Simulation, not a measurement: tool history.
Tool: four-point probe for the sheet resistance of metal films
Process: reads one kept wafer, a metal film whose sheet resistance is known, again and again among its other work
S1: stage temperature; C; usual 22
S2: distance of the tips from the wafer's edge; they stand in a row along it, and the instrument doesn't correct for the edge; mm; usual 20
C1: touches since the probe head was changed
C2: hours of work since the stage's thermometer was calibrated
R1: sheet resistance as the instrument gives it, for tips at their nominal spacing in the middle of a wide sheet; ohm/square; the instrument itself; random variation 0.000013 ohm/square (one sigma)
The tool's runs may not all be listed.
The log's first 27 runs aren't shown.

run,hour,S1,S2,C1,C2,R1
28,1774.1,34,24,70783,261,0.065561
29,1827.6,34,24,71631,286,0.065577
30,1910.7,34,24,72949,325,0.065601
31,2003.4,34,24,74419,368,0.065593
32,2081.6,20,3,75660,405,0.070047
33,2142.4,32,8,76625,433,0.066181
34,2194.4,22,6,77449,458,0.067185
35,2279.9,34,73,78805,498,0.065544
36,2370.3,34,73,80238,540,0.065526
37,2427.2,34,73,81141,567,0.065529
38,2469.4,19,44,81810,586,0.066399
39,2529.7,22,13,82767,615,0.066394
40,2613.0,22,58,84088,654,0.066222
41,2701.9,31,13,85498,695,0.065897
42,2794.9,26,63,86973,739,0.065987
43,2835.1,26,63,87611,758,0.065979
44,2902.3,29,4,88677,789,0.067948

3 ways to go on from here, each from the tool as it stands after run 44. What would each give?
A,2968.5,27,16,89727,820,?
B,2968.5,35,4,89727,820,?
C,2968.5,20,7,89727,820,?

run,R1
A,0.066073
B,0.067625
C,0.067047
Without the tool's hidden state the same runs would have given:
run,R1
A,0.065629
B,0.067171
C,0.066598

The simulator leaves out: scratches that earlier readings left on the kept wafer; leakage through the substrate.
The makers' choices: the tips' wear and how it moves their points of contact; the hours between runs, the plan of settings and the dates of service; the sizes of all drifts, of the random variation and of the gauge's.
